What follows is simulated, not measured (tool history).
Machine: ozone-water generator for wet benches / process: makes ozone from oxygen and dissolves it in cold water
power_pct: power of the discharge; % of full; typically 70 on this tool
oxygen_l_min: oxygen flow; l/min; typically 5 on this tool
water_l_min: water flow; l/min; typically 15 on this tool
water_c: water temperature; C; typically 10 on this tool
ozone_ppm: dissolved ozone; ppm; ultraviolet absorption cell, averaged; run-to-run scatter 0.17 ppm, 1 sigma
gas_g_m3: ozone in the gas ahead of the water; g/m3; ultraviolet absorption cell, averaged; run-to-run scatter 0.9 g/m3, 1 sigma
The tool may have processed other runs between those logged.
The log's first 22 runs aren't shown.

{"run": 23, "hour": 803.4, "power_pct": 47, "oxygen_l_min": 8.25, "water_l_min": 15, "water_c": 15, "ozone_ppm": 12.9, "gas_g_m3": 78.1}
{"run": 24, "hour": 846.1, "power_pct": 47, "oxygen_l_min": 8.25, "water_l_min": 15, "water_c": 15, "ozone_ppm": 13.1, "gas_g_m3": 78.5}
{"run": 25, "hour": 889.1, "power_pct": 47, "oxygen_l_min": 8.25, "water_l_min": 13, "water_c": 7, "ozone_ppm": 16.7, "gas_g_m3": 78.3}
{"run": 26, "hour": 914.8, "power_pct": 47, "oxygen_l_min": 8.26, "water_l_min": 13, "water_c": 14, "ozone_ppm": 14.4, "gas_g_m3": 78.8}
{"run": 27, "hour": 936.5, "power_pct": 72, "oxygen_l_min": 5.91, "water_l_min": 10, "water_c": 15, "ozone_ppm": 24.4, "gas_g_m3": 130.9}
{"run": 28, "hour": 976.5, "power_pct": 72, "oxygen_l_min": 5.91, "water_l_min": 10, "water_c": 15, "ozone_ppm": 24.3, "gas_g_m3": 132.1}
{"run": 29, "hour": 1007.4, "power_pct": 70, "oxygen_l_min": 5, "water_l_min": 19, "water_c": 10, "ozone_ppm": 16.7, "gas_g_m3": 143.4}
{"run": 30, "hour": 1056.6, "power_pct": 48, "oxygen_l_min": 2.68, "water_l_min": 15, "water_c": 14, "ozone_ppm": 14.8, "gas_g_m3": 162.5}
{"run": 31, "hour": 1084.8, "power_pct": 70, "oxygen_l_min": 5, "water_l_min": 15, "water_c": 6, "ozone_ppm": 21.6, "gas_g_m3": 143.3}
{"run": 32, "hour": 1115.6, "power_pct": 70, "oxygen_l_min": 6.91, "water_l_min": 15, "water_c": 10, "ozone_ppm": 19.6, "gas_g_m3": 117.6}
{"run": 33, "hour": 1139.0, "power_pct": 70, "oxygen_l_min": 4.65, "water_l_min": 15, "water_c": 10, "ozone_ppm": 20.6, "gas_g_m3": 148.4}
{"run": 34, "hour": 1165.4, "power_pct": 70, "oxygen_l_min": 3.35, "water_l_min": 15, "water_c": 12, "ozone_ppm": 20.2, "gas_g_m3": 182.7}

3 options for the next run, each taken on its own from the tool as it stands now. Forecast them:
{"run": "A", "hour": 1195.3, "power_pct": 70, "oxygen_l_min": 3.44, "water_l_min": 9, "water_c": 15, "ozone_ppm": "?", "gas_g_m3": "?"}
{"run": "B", "hour": 1195.3, "power_pct": 79, "oxygen_l_min": 5, "water_l_min": 20, "water_c": 10, "ozone_ppm": "?", "gas_g_m3": "?"}
{"run": "C", "hour": 1195.3, "power_pct": 70, "oxygen_l_min": 2.84, "water_l_min": 20, "water_c": 9, "ozone_ppm": "?", "gas_g_m3": "?"}

run=A ozone_ppm=28.2 gas_g_m3=179
run=B ozone_ppm=17.3 gas_g_m3=157
run=C ozone_ppm=15.6 gas_g_m3=206.6
Without the tool's unlogged condition, the same runs would have read:
run=A ozone_ppm=30.7 gas_g_m3=188.9
run=B ozone_ppm=19.1 gas_g_m3=166.4
run=C ozone_ppm=17.1 gas_g_m3=217.9

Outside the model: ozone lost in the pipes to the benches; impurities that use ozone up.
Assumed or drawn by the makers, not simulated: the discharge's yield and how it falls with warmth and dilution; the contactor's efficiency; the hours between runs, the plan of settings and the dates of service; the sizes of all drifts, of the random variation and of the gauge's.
